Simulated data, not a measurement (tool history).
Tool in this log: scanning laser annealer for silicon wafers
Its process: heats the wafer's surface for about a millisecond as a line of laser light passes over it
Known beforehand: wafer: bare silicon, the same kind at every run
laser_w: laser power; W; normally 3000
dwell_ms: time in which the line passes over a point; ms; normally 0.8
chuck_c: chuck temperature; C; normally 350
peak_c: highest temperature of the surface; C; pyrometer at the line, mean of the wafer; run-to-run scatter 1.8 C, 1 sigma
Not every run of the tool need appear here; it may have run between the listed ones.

Run 1, hour 0: usual settings. Result: peak_c 1015 C.
At hour 16.8: optics aligned, line set to its width.
Run 2, hour 34.4: usual settings. Result: peak_c 1021 C.
Run 3, hour 61.1: usual settings. Result: peak_c 1025 C.
Run 4, hour 86.5: usual settings. Result: peak_c 1021 C.
Run 5, hour 101.1: usual settings. Result: peak_c 1024 C.
Run 6, hour 117.9: usual settings. Result: peak_c 1022 C.
Run 7, hour 133.2: usual settings. Result: peak_c 1023 C.
Run 8, hour 151: usual settings but chuck_c 334 C. Result: peak_c 1008 C.
Run 9, hour 181.3: usual settings but chuck_c 334 C. Result: peak_c 1008 C.
Run 10, hour 208.8: usual settings but chuck_c 334 C. Result: peak_c 1007 C.
Run 11, hour 222.3: usual settings but laser_w 2971 W, chuck_c 334 C. Result: peak_c 997 C.
Run 12, hour 243.4: usual settings but laser_w 2971 W, dwell_ms 0.759 ms, chuck_c 334 C. Result: peak_c 977 C.
Run 13, hour 263.7: usual settings. Result: peak_c 1018 C.
Run 14, hour 295: usual settings. Result: peak_c 1021 C.
Run 15, hour 320.7: usual settings. Result: peak_c 1019 C.
Run 16, hour 352: usual settings. Result: peak_c 1017 C.
Run 17, hour 382.8: usual settings but chuck_c 315 C. Result: peak_c 979 C.
Run 18, hour 396.1: usual settings but chuck_c 315 C. Result: peak_c 980 C.
At hour 416.6: window over the wafer cleaned.
Run 19, hour 419.6: usual settings but laser_w 2756 W, chuck_c 315 C. Result: peak_c 953 C.
Run 20, hour 439.6: usual settings but laser_w 2756 W, chuck_c 315 C. Result: peak_c 948 C.
Run 21, hour 459.8: usual settings but dwell_ms 0.578 ms. Result: peak_c 933 C.
Run 22, hour 483.1: usual settings but dwell_ms 0.578 ms. Result: peak_c 931 C.
Run 23, hour 502.6: usual settings but laser_w 2701 W, dwell_ms 0.694 ms. Result: peak_c 918 C.
Run 24, hour 527.8: usual settings but dwell_ms 0.995 ms, chuck_c 362 C. Result: peak_c 1148 C.
At hour 532.2: laser's power meter calibrated.
Run 25, hour 551.6: usual settings but laser_w 2895 W, dwell_ms 0.974 ms, chuck_c 342 C. Result: peak_c 1088 C.
Run 26, hour 565.2: usual settings but laser_w 2895 W, dwell_ms 0.974 ms, chuck_c 342 C. Result: peak_c 1084 C.
Run 27, hour 597: usual settings but laser_w 2781 W, dwell_ms 0.92 ms, chuck_c 359 C. Result: peak_c 1045 C.
Run 28, hour 615.7: usual settings but laser_w 3128 W, dwell_ms 0.826 ms. Result: peak_c 1089 C.
Run 29, hour 642.5: usual settings but dwell_ms 0.619 ms. Result: peak_c 951 C.
Run 30, hour 674.5: usual settings but laser_w 3209 W. Result: peak_c 1097 C.
Run 31, hour 703: usual settings but laser_w 3209 W. Result: peak_c 1094 C.
At hour 721.5: laser's power meter calibrated, once more.
Run 32, hour 735.5: usual settings but laser_w 3209 W. Result: peak_c 1100 C.
Run 33, hour 760.4: usual settings but laser_w 3209 W. Result: peak_c 1098 C.
Run 34, hour 774: usual settings but laser_w 2930 W, dwell_ms 0.609 ms, chuck_c 389 C. Result: peak_c 972 C.
Run 35, hour 805.3: usual settings but laser_w 2890 W, dwell_ms 0.576 ms, chuck_c 324 C. Result: peak_c 872 C.
Run 36, hour 832.2: usual settings but laser_w 3190 W, dwell_ms 0.661 ms, chuck_c 373 C. Result: peak_c 1038 C.
Run 37, hour 848.5: usual settings but laser_w 2734 W, dwell_ms 0.661 ms, chuck_c 386 C. Result: peak_c 945 C.
Run 38, hour 867.6: usual settings but laser_w 2721 W, dwell_ms 0.702 ms, chuck_c 384 C. Result: peak_c 958 C.
Run 39, hour 896.9: usual settings but laser_w 2721 W, dwell_ms 0.702 ms, chuck_c 384 C. Result: peak_c 956 C.
Run 40, hour 920.2: usual settings but laser_w 2905 W, dwell_ms 0.72 ms. Result: peak_c 976 C.

Selected run-to-run steps in peak_c, each split into two signed amounts: the part the tool would show with no hidden state at all (from settings, incoming material and random variation), and the remainder, which goes to the hidden state together with any gauge scatter not common to the measured and the hidden-state-free results:
Hidden conditions of the tool in this case: light that passes the window, % of a clean one's; laser's true power over the reading, %; width of the line over the set one, %; drift of the gauge itself on peak_c, C.
Run 1 -> 2: optics aligned, line set to its width. peak_c +6 C: hidden state +9, all else -3.
Run 18 -> 19: laser_w 3000 -> 2756, window over the wafer cleaned. peak_c -27 C: hidden state +32, all else -59.
Run 23 -> 24: laser_w 2701 -> 3000, dwell_ms 0.694 -> 0.995, chuck_c 350 -> 362. peak_c +230 C: hidden state -3, all else +233.
Run 29 -> 30: laser_w 3000 -> 3209, dwell_ms 0.619 -> 0.8. peak_c +146 C: hidden state -3, all else +149.
Run 31 -> 32: laser's power meter calibrated, once more. peak_c +6 C: hidden state +4, all else +2.
Run 35 -> 36: laser_w 2890 -> 3190, dwell_ms 0.576 -> 0.661, chuck_c 324 -> 373. peak_c +166 C: hidden state -2, all else +168.
